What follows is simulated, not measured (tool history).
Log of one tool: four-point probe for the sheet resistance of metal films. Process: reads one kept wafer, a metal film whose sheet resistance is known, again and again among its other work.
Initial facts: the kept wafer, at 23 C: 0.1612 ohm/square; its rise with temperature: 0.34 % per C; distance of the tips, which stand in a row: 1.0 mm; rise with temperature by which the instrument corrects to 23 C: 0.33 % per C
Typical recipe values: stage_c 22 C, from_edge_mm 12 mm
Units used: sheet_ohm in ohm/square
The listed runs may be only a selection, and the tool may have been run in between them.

run,day,stage_c,from_edge_mm,sheet_ohm
1,0.000,22,12,0.161588
2,3.042,22,12,0.161560
3,4.971,22,12,0.161598
4,8.346,22,12,0.161610
5,10.625,33,12,0.161800
6,12.833,33,12,0.161801
7,15.575,22,10,0.161807
8,19.083,22,22,0.161084
9,20.825,22,22,0.161116
10,23.079,24,12,0.161547
11,24.838,22,13,0.161394
12,28.188,22,12,0.161414
13,30.138,22,12,0.161461
14,33.454,22,12,0.161438
15,37.279,22,12,0.161425
16,40.112,22,12,0.161417
17,42.067,22,12,0.161377
18,43.717,22,12,0.161395
19,46.100,27,7,0.162638
20,49.246,24,38,0.160909
21,51.654,32,12,0.161682
# day 55.188: stage's thermometer calibrated
22,55.592,26,27,0.161587
23,58.858,26,60,0.161460
24,62.133,31,3,0.170648
25,66.204,26,10,0.162363
26,69.350,28,70,0.161481
27,71.617,28,70,0.161523
28,74.550,33,13,0.162075
29,78.183,22,12,0.161811
30,80.050,21,33,0.161284
31,82.046,28,75,0.161407
32,84.654,28,75,0.161388
33,87.496,22,4,0.166442

Pick out some run-to-run changes in sheet_ohm. Of each, how much would a tool without hidden state show as well, from the settings, what came in and chance, and how much is left for the hidden state and any gauge scatter not in both results compared?
The hidden state here: inner tips' distance over the nominal, %; tips' flats over new ones', %; wafer's true temperature over the reading, C; drift of the gauge itself on sheet_ohm, %.
Run 6 -> 7: stage_c 33 -> 22, from_edge_mm 12 -> 10. sheet_ohm +0.000006 ohm/square: hidden state -0.000033, all else +0.000039.
Run 21 -> 22: stage_c 32 -> 26, from_edge_mm 12 -> 27, stage's thermometer calibrated. sheet_ohm -0.000095 ohm/square: hidden state +0.000605, all else -0.000700.
Run 23 -> 24: stage_c 26 -> 31, from_edge_mm 60 -> 3. sheet_ohm +0.009188 ohm/square: hidden state -0.000008, all else +0.009196.
Run 24 -> 25: stage_c 31 -> 26, from_edge_mm 3 -> 10. sheet_ohm -0.008285 ohm/square: hidden state -0.000028, all else -0.008257.
Run 32 -> 33: stage_c 28 -> 22, from_edge_mm 75 -> 4. sheet_ohm +0.005054 ohm/square: hidden state -0.000014, all else +0.005068.
